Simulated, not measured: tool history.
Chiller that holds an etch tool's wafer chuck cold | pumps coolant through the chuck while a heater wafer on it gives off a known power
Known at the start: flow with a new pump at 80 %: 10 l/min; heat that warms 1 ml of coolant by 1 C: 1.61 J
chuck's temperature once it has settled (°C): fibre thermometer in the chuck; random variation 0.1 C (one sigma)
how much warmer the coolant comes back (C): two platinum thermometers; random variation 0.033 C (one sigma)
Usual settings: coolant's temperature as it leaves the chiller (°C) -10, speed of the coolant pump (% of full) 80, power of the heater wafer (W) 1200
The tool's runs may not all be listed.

| run | hour | coolant's temperature as it leaves the chiller (°C) | speed of the coolant pump (% of full) | power of the heater wafer (W) | chuck's temperature once it has settled (°C) | how much warmer the coolant comes back (C) |
|---|---|---|---|---|---|---|
| 1 | 0.0 | -10 | 80 | 1200 | -1.0 | 4.45 |
| 2 | 55.9 | -16 | 80 | 1200 | -6.8 | 4.50 |
| 3 | 84.2 | -10 | 80 | 1717 | 2.9 | 6.48 |
| 4 | 127.6 | -10 | 80 | 714 | -4.6 | 2.71 |
| 5 | 181.5 | -10 | 80 | 714 | -4.7 | 2.70 |
| 6 | 213.1 | -10 | 80 | 714 | -4.4 | 2.67 |
| 7 | 240.4 | -10 | 80 | 714 | -4.5 | 2.66 |
| 8 | 299.6 | -10 | 80 | 714 | -4.2 | 2.71 |
|  | 303.1 | chiller's thermometer calibrated |
| 9 | 360.0 | -10 | 80 | 714 | -4.4 | 2.77 |
|  | 389.3 | chiller's thermometer calibrated, once more |
| 10 | 417.2 | -10 | 80 | 714 | -4.6 | 2.64 |
| 11 | 457.3 | -10 | 80 | 714 | -4.5 | 2.70 |
| 12 | 510.0 | -6 | 64 | 1006 | 2.7 | 4.78 |
| 13 | 537.1 | -10 | 87 | 1200 | -1.3 | 4.10 |
| 14 | 569.9 | -10 | 87 | 1200 | -1.4 | 4.21 |
| 15 | 594.7 | -10 | 87 | 1200 | -1.4 | 4.11 |
| 16 | 636.7 | -10 | 87 | 1200 | -1.2 | 4.10 |
| 17 | 695.5 | -18 | 90 | 1089 | -10.3 | 3.58 |
| 18 | 745.7 | -9 | 90 | 677 | -4.0 | 2.27 |
| 19 | 779.2 | -9 | 90 | 677 | -4.2 | 2.27 |
| 20 | 811.9 | -9 | 97 | 677 | -4.3 | 2.09 |
| 21 | 867.0 | -16 | 80 | 1200 | -6.9 | 4.53 |

3 ways to go on from here, each from the tool as it stands after run 21. What would each give?
| A | 904.1 | -16 | 80 | 1582 | ? | ? |
| B | 904.1 | -10 | 68 | 1200 | ? | ? |
| C | 904.1 | -16 | 72 | 1200 | ? | ? |

| run | chuck's temperature once it has settled (°C) | how much warmer the coolant comes back (C) |
|---|---|---|
| A | -3.9 | 5.97 |
| B | 0.3 | 5.42 |
| C | -6.2 | 5.05 |
Without the tool's hidden state the same runs would have given:
| run | chuck's temperature once it has settled (°C) | how much warmer the coolant comes back (C) |
|---|---|---|
| A | -4.5 | 5.89 |
| B | -0.2 | 5.34 |
| C | -6.7 | 4.99 |
